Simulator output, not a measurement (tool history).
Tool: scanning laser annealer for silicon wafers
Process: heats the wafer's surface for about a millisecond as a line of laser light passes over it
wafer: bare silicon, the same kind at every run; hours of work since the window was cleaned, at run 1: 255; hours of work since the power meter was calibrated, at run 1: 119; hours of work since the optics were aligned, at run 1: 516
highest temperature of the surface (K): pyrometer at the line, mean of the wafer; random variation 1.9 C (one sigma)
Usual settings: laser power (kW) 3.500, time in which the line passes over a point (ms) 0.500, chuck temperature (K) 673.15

run     day  laser power (kW)  time in which the line passes over a point (ms)  chuck temperature (K)  hours of work since the window was cleaned  hours of work since the power meter was calibrated  hours of work since the optics were aligned  highest temperature of the surface (K)
  1   0.000             3.500                                            0.500                 673.15                                         255                                                 119                                          516                                 1394.15
  2   0.317             3.500                                            0.500                 673.15                                         261                                                 125                                          522                                 1394.15
  3   0.625             3.500                                            0.500                 673.15                                         266                                                 130                                          528                                 1396.15
  4   0.871             3.500                                            0.500                 673.15                                         271                                                 135                                          533                                 1394.15
  5   1.304             3.532                                            0.500                 673.15                                         279                                                 143                                          541                                 1399.15
  6   1.662             3.532                                            0.500                 673.15                                         286                                                 150                                          548                                 1398.15
  7   1.892             3.532                                            0.500                 673.15                                         290                                                 154                                          552                                 1401.15
  8   2.167             3.532                                            0.500                 673.15                                         296                                                 160                                          557                                 1396.15
  9   2.550             3.532                                            0.500                 673.15                                         303                                                 167                                          565                                 1398.15
 10   2.967             3.532                                            0.500                 673.15                                         311                                                 175                                          572                                 1397.15
 11   3.183             3.532                                            0.500                 673.15                                         315                                                 179                                          577                                 1395.15
 12   3.392             3.532                                            0.500                 673.15                                         319                                                 183                                          581                                 1398.15
 13   3.692             3.516                                            0.500                 673.15                                         325                                                 189                                          586                                 1393.15
 14   3.908             3.500                                            0.500                 675.15                                         329                                                 193                                          590                                 1392.15
      4.033  -- window over the wafer cleaned
 15   4.392             3.500                                            0.448                 673.15                                           7                                                 200                                          598                                 1383.15
 16   4.804             3.500                                            0.448                 673.15                                          15                                                 208                                          606                                 1382.15
 17   5.096             3.500                                            0.448                 673.15                                          20                                                 214                                          611                                 1381.15
 18   5.454             3.217                                            0.563                 712.15                                          27                                                 220                                          618                                 1434.15
 19   5.917             3.217                                            0.563                 712.15                                          36                                                 229                                          627                                 1433.15
 20   6.367             3.657                                            0.453                 705.15                                          44                                                 238                                          635                                 1446.15
 21   6.571             3.543                                            0.426                 673.15                                          48                                                 242                                          639                                 1372.15
 22   6.875             3.488                                            0.451                 710.15                                          54                                                 247                                          645                                 1414.15
 23   7.175             3.488                                            0.451                 710.15                                          60                                                 253                                          651                                 1413.15
 24   7.504             3.295                                            0.427                 639.15                                          66                                                 259                                          657                                 1287.15
 25   7.975             3.372                                            0.596                 704.15                                          75                                                 268                                          666                                 1481.15
 26   8.462             3.351                                            0.464                 684.15                                          84                                                 278                                          675                                 1367.15
 27   8.888             3.500                                            0.418                 676.15                                          92                                                 286                                          683                                 1357.15
 28   9.279             3.141                                            0.496                 673.15                                         100                                                 293                                          691                                 1334.15
 29   9.762             3.803                                            0.396                 673.15                                         109                                                 302                                          700                                 1394.15
 30  10.225             3.174                                            0.574                 680.15                                         118                                                 311                                          709                                 1392.15
 31  10.454             3.500                                            0.472                 673.15                                         122                                                 315                                          713                                 1388.15
 32  10.733             3.719                                            0.372                 667.15                                         127                                                 321                                          718                                 1347.15
 33  11.125             3.719                                            0.372                 667.15                                         135                                                 328                                          726                                 1348.15

3 ways to go on from here, each from the tool as it stands after run 33. What would each give?
  A  11.571             3.448                                            0.372                 667.15                                         143                                                 337                                          734                                       ?
  B  11.571             3.719                                            0.592                 667.15                                         143                                                 337                                          734                                       ?
  C  11.571             3.798                                            0.450                 635.15                                         143                                                 337                                          734                                       ?

run  highest temperature of the surface (K)
  A                                 1296.15
  B                                 1511.15
  C                                 1394.15
Without the tool's hidden state the same runs would have given:
run  highest temperature of the surface (K)
  A                                 1311.15
  B                                 1531.15
  C                                 1413.15
